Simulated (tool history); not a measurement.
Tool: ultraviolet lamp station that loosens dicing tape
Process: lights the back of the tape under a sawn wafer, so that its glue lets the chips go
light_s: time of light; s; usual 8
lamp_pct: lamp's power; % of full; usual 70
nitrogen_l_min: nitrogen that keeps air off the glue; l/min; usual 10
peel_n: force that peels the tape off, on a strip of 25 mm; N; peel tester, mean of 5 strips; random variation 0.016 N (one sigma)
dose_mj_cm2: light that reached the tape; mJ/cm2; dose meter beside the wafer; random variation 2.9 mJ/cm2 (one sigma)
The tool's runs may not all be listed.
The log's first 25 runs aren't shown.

| run | day | light_s | lamp_pct | nitrogen_l_min | peel_n | dose_mj_cm2 |
|---|---|---|---|---|---|---|
| 26 | 6.762 | 6 | 94 | 17 | 0.580 | 406 |
| 27 | 6.983 | 14 | 86 | 18 | 0.089 | 875 |
| 28 | 7.388 | 16 | 75 | 7 | 0.197 | 868 |
| 29 | 7.742 | 6 | 75 | 7 | 1.513 | 323 |
| 30 | 8.067 | 8 | 60 | 10 | 1.124 | 350 |
| 31 | 8.246 | 8 | 60 | 10 | 1.130 | 346 |
| 32 | 8.425 | 6 | 72 | 19 | 0.934 | 309 |
| 33 | 8.650 | 6 | 71 | 5 | 1.967 | 308 |
| 34 | 8.983 | 8 | 70 | 5 | 1.422 | 399 |
| 35 | 9.225 | 10 | 94 | 6 | 0.446 | 676 |
| 36 | 9.542 | 12 | 69 | 13 | 0.268 | 596 |
| 37 | 9.888 | 12 | 69 | 13 | 0.300 | 594 |
| 38 | 10.171 | 12 | 69 | 13 | 0.299 | 593 |
| 39 | 10.488 | 12 | 83 | 7 | 0.329 | 709 |
| 40 | 10.675 | 15 | 78 | 11 | 0.140 | 841 |
| 41 | 10.854 | 9 | 98 | 16 | 0.221 | 633 |
| 42 | 11.258 | 9 | 98 | 16 | 0.209 | 635 |
| 43 | 11.542 | 9 | 98 | 3 | 0.943 | 628 |
| 44 | 11.933 | 10 | 71 | 20 | 0.319 | 510 |
| 45 | 12.288 | 10 | 71 | 20 | 0.320 | 508 |

3 ways to go on from here, each from the tool as it stands after run 45. What would each give?
| A | 12.521 | 6 | 68 | 10 | ? | ? |
| B | 12.521 | 8 | 71 | 20 | ? | ? |
| C | 12.521 | 5 | 70 | 10 | ? | ? |

| run | peel_n | dose_mj_cm2 |
|---|---|---|
| A | 1.467 | 292 |
| B | 0.526 | 406 |
| C | 1.859 | 247 |
Without the tool's hidden state the same runs would have given:
| run | peel_n | dose_mj_cm2 |
|---|---|---|
| A | 1.322 | 314 |
| B | 0.445 | 436 |
| C | 1.699 | 265 |

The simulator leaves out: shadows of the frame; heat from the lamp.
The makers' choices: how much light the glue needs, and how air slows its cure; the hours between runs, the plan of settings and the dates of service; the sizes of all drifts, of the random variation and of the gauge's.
